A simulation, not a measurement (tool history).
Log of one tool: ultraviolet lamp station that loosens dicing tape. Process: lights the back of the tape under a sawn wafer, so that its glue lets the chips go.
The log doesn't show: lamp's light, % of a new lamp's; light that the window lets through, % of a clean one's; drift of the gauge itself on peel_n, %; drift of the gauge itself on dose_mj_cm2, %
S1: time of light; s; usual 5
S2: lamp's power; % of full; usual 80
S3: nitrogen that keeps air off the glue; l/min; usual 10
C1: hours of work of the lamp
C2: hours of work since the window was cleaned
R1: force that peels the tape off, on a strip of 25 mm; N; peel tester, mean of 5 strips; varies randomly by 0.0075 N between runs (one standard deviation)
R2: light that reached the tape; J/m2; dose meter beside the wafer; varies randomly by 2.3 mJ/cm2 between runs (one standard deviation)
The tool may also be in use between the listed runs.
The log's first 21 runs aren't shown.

{"run": 22, "hour": 195.6, "S1": 5, "S2": 80, "S3": 10, "C1": 423, "C2": 244, "R1": 0.526, "R2": 1470}
{"run": 23, "hour": 204.3, "S1": 5, "S2": 66, "S3": 10, "C1": 429, "C2": 250, "R1": 0.703, "R2": 1180}
{"run": 24, "hour": 215.1, "S1": 7, "S2": 97, "S3": 8, "C1": 436, "C2": 257, "R1": 0.253, "R2": 2460}
{"run": 25, "hour": 221.7, "S1": 7, "S2": 97, "S3": 8, "C1": 441, "C2": 262, "R1": 0.253, "R2": 2420}
{"run": 26, "hour": 233.8, "S1": 7, "S2": 97, "S3": 8, "C1": 449, "C2": 270, "R1": 0.246, "R2": 2390}
{"run": 27, "hour": 246.0, "S1": 7, "S2": 97, "S3": 8, "C1": 458, "C2": 279, "R1": 0.255, "R2": 2370}
{"run": 28, "hour": 254.8, "S1": 9, "S2": 65, "S3": 12, "C1": 464, "C2": 285, "R1": 0.266, "R2": 2030}
{"run": 29, "hour": 262.7, "S1": 9, "S2": 75, "S3": 17, "C1": 469, "C2": 290, "R1": 0.225, "R2": 2340}
{"run": 30, "hour": 270.5, "S1": 5, "S2": 89, "S3": 10, "C1": 475, "C2": 296, "R1": 0.485, "R2": 1530}
{"run": 31, "hour": 282.1, "S1": 5, "S2": 79, "S3": 6, "C1": 483, "C2": 304, "R1": 0.69, "R2": 1340}
{"run": 32, "hour": 292.2, "S1": 5, "S2": 98, "S3": 10, "C1": 490, "C2": 311, "R1": 0.418, "R2": 1650}
{"run": 33, "hour": 299.2, "S1": 5, "S2": 98, "S3": 10, "C1": 495, "C2": 315, "R1": 0.412, "R2": 1660}

Forecast run 34:
{"hour": 300.5, "done": "window cleaned of glue's vapour"}
{"run": 34, "hour": 309.8, "S1": 3, "S2": 83, "S3": 10, "C1": 502, "C2": 6, "R1": "?", "R2": "?"}

R1: 0.987 N
R2: 970 J/m2
On a tool with no hidden condition, and with the same random variation, this run would have come out at R1 0.615 N, R2 1340 J/m2.

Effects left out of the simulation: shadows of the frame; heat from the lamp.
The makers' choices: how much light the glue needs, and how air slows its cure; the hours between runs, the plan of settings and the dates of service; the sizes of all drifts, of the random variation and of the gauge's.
